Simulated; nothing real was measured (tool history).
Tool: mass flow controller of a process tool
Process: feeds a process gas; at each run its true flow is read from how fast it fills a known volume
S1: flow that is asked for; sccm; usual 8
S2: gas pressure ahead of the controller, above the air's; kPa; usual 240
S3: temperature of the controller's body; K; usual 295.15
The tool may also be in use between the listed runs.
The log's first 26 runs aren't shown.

{"run": 27, "day": 102.904, "S1": 8, "S2": 240, "S3": 296.15, "true flow (%)": 100.95}
{"run": 28, "day": 105.108, "S1": 8, "S2": 240, "S3": 296.15, "true flow (%)": 100.81}
{"run": 29, "day": 109.962, "S1": 8, "S2": 240, "S3": 296.15, "true flow (%)": 100.81}
{"run": 30, "day": 115.333, "S1": 15, "S2": 166, "S3": 296.15, "true flow (%)": 102.02}
{"run": 31, "day": 118.346, "S1": 10, "S2": 240, "S3": 306.15, "true flow (%)": 100.08}
{"run": 32, "day": 122.7, "S1": 10, "S2": 240, "S3": 306.15, "true flow (%)": 100.15}
{"run": 33, "day": 126.133, "S1": 10, "S2": 144, "S3": 308.15, "true flow (%)": 100.45}
{"run": 34, "day": 131.275, "S1": 4, "S2": 152, "S3": 310.15, "true flow (%)": 99.2}
{"run": 35, "day": 135.321, "S1": 2, "S2": 159, "S3": 295.15, "true flow (%)": 99.43}
{"run": 36, "day": 138.417, "S1": 2, "S2": 159, "S3": 295.15, "true flow (%)": 99.38}
{"run": 37, "day": 143.05, "S1": 11, "S2": 249, "S3": 312.15, "true flow (%)": 99.71}
{"run": 38, "day": 148.308, "S1": 13, "S2": 240, "S3": 295.15, "true flow (%)": 101.79}
{"run": 39, "day": 151.746, "S1": 12, "S2": 167, "S3": 295.15, "true flow (%)": 102.24}
{"run": 40, "day": 156.729, "S1": 10, "S2": 240, "S3": 295.15, "true flow (%)": 101.44}
{"run": 41, "day": 161.725, "S1": 10, "S2": 144, "S3": 295.15, "true flow (%)": 102.16}

5 ways to go on from here, each from the tool as it stands after run 41. What would each give?
{"run": "A", "day": 164.062, "S1": 18, "S2": 240, "S3": 295.15, "true flow (%)": "?"}
{"run": "B", "day": 164.062, "S1": 10, "S2": 190, "S3": 300.15, "true flow (%)": "?"}
{"run": "C", "day": 164.062, "S1": 8, "S2": 209, "S3": 295.15, "true flow (%)": "?"}
{"run": "D", "day": 164.062, "S1": 8, "S2": 187, "S3": 295.15, "true flow (%)": "?"}
{"run": "E", "day": 164.062, "S1": 4, "S2": 162, "S3": 309.15, "true flow (%)": "?"}

run=A true_flow_(%)=102.25
run=B true_flow_(%)=101.28
run=C true_flow_(%)=101.32
run=D true_flow_(%)=101.57
run=E true_flow_(%)=99.43
Without the tool's hidden state the same runs would have given:
run=A true_flow_(%)=99.91
run=B true_flow_(%)=99.19
run=C true_flow_(%)=99.37
run=D true_flow_(%)=99.62
run=E true_flow_(%)=98.18
